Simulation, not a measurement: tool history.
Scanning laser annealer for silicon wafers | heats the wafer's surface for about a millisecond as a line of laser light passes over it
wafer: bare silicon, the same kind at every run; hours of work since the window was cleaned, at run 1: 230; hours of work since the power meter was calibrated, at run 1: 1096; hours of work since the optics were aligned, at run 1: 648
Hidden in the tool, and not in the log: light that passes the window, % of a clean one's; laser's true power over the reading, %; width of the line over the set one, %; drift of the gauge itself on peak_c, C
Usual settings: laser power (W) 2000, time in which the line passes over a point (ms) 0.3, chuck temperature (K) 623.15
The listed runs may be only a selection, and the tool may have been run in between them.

| run | hour | laser power (W) | time in which the line passes over a point (ms) | chuck temperature (K) | hours of work since the window was cleaned | hours of work since the power meter was calibrated | hours of work since the optics were aligned | highest temperature of the surface (K) |
|---|---|---|---|---|---|---|---|---|
| 1 | 0 | 2000 | 0.3 | 623.15 | 230 | 1096 | 648 | 1313.15 |
| 2 | 34 | 2000 | 0.3 | 623.15 | 251 | 1117 | 669 | 1314.15 |
| 3 | 78.6 | 2000 | 0.3 | 623.15 | 279 | 1145 | 696 | 1309.15 |
| 4 | 119.9 | 2000 | 0.3 | 623.15 | 304 | 1170 | 722 | 1310.15 |
| 5 | 164.4 | 2000 | 0.3 | 623.15 | 332 | 1198 | 750 | 1309.15 |
| 6 | 197.8 | 1815 | 0.3 | 623.15 | 353 | 1219 | 770 | 1233.15 |
| 7 | 226.2 | 2000 | 0.211 | 623.15 | 370 | 1236 | 788 | 1214.15 |
| 8 | 267.5 | 2000 | 0.3 | 661.15 | 396 | 1262 | 814 | 1345.15 |
| 9 | 290.5 | 2000 | 0.327 | 623.15 | 410 | 1276 | 828 | 1334.15 |
| 10 | 332.1 | 2000 | 0.327 | 623.15 | 436 | 1302 | 854 | 1329.15 |
| 11 | 366.9 | 2000 | 0.327 | 623.15 | 458 | 1324 | 875 | 1329.15 |
| 12 | 408.2 | 2000 | 0.3 | 602.15 | 483 | 1349 | 901 | 1282.15 |
|  | 424.2 | optics aligned, line set to its width |
| 13 | 456.4 | 2000 | 0.3 | 623.15 | 510 | 1376 | 20 | 1314.15 |
| 14 | 490.9 | 2000 | 0.3 | 623.15 | 531 | 1397 | 41 | 1314.15 |
| 15 | 514.9 | 2000 | 0.3 | 623.15 | 546 | 1412 | 56 | 1311.15 |
| 16 | 548.9 | 2000 | 0.3 | 623.15 | 567 | 1433 | 77 | 1311.15 |
| 17 | 581.4 | 2000 | 0.3 | 623.15 | 588 | 1454 | 98 | 1311.15 |
|  | 610 | window over the wafer cleaned |
| 18 | 626.2 | 2000 | 0.3 | 623.15 | 10 | 1480 | 124 | 1331.15 |
| 19 | 671.4 | 2000 | 0.3 | 623.15 | 38 | 1508 | 152 | 1331.15 |
| 20 | 692.9 | 2000 | 0.3 | 623.15 | 51 | 1522 | 166 | 1328.15 |
| 21 | 724.4 | 2000 | 0.3 | 623.15 | 71 | 1541 | 185 | 1329.15 |
| 22 | 765.8 | 2000 | 0.361 | 623.15 | 97 | 1567 | 211 | 1384.15 |
| 23 | 808.2 | 1782 | 0.243 | 623.15 | 123 | 1593 | 237 | 1181.15 |
| 24 | 835.9 | 1782 | 0.243 | 623.15 | 140 | 1610 | 254 | 1183.15 |
| 25 | 864.3 | 1782 | 0.243 | 623.15 | 158 | 1628 | 272 | 1180.15 |
| 26 | 910 | 1936 | 0.243 | 623.15 | 186 | 1656 | 300 | 1232.15 |
| 27 | 933.2 | 1776 | 0.348 | 623.15 | 201 | 1671 | 315 | 1268.15 |
| 28 | 963.3 | 2000 | 0.224 | 617.15 | 219 | 1689 | 333 | 1229.15 |
| 29 | 1008.4 | 1757 | 0.213 | 623.15 | 247 | 1717 | 361 | 1135.15 |
| 30 | 1040.6 | 1757 | 0.213 | 623.15 | 267 | 1737 | 381 | 1138.15 |
| 31 | 1077.5 | 1757 | 0.213 | 623.15 | 290 | 1760 | 404 | 1138.15 |
| 32 | 1097.7 | 2000 | 0.29 | 623.15 | 303 | 1773 | 417 | 1306.15 |
| 33 | 1121 | 1985 | 0.3 | 594.15 | 317 | 1787 | 431 | 1280.15 |
| 34 | 1154.5 | 1985 | 0.3 | 594.15 | 338 | 1808 | 452 | 1279.15 |
| 35 | 1204.2 | 2190 | 0.239 | 639.15 | 369 | 1839 | 483 | 1337.15 |
| 36 | 1241.1 | 2190 | 0.239 | 639.15 | 392 | 1862 | 506 | 1338.15 |
| 37 | 1261.4 | 1790 | 0.379 | 639.15 | 404 | 1874 | 518 | 1305.15 |
| 38 | 1306 | 1790 | 0.379 | 639.15 | 432 | 1902 | 546 | 1302.15 |
| 39 | 1348.1 | 2122 | 0.303 | 583.15 | 458 | 1928 | 572 | 1323.15 |
| 40 | 1377.3 | 2122 | 0.303 | 583.15 | 476 | 1946 | 590 | 1323.15 |
| 41 | 1411.1 | 2122 | 0.303 | 583.15 | 497 | 1967 | 611 | 1324.15 |

Some steps in highest temperature of the surface (K), run to run, broken into two amounts with sign: the step expected even without the hidden condition (settings, incoming material, random variation), and the rest, left for the hidden condition together with whatever gauge scatter is not in both the measured and the hidden-condition-free result:
Run 7 -> 8: time in which the line passes over a point (ms) 0.211 -> 0.3, chuck temperature (K) 623.15 -> 661.15. highest temperature of the surface (K) +131: hidden state -5, all else +136.
Run 12 -> 13: chuck temperature (K) 602.15 -> 623.15, optics aligned, line set to its width. highest temperature of the surface (K) +32: hidden state +11, all else +21.
Run 17 -> 18: window over the wafer cleaned. highest temperature of the surface (K) +20: hidden state +20, all else +0.
Run 22 -> 23: laser power (W) 2000 -> 1782, time in which the line passes over a point (ms) 0.361 -> 0.243. highest temperature of the surface (K) -203: hidden state +0, all else -203.
Run 31 -> 32: laser power (W) 1757 -> 2000, time in which the line passes over a point (ms) 0.213 -> 0.29. highest temperature of the surface (K) +168: hidden state -2, all else +170.
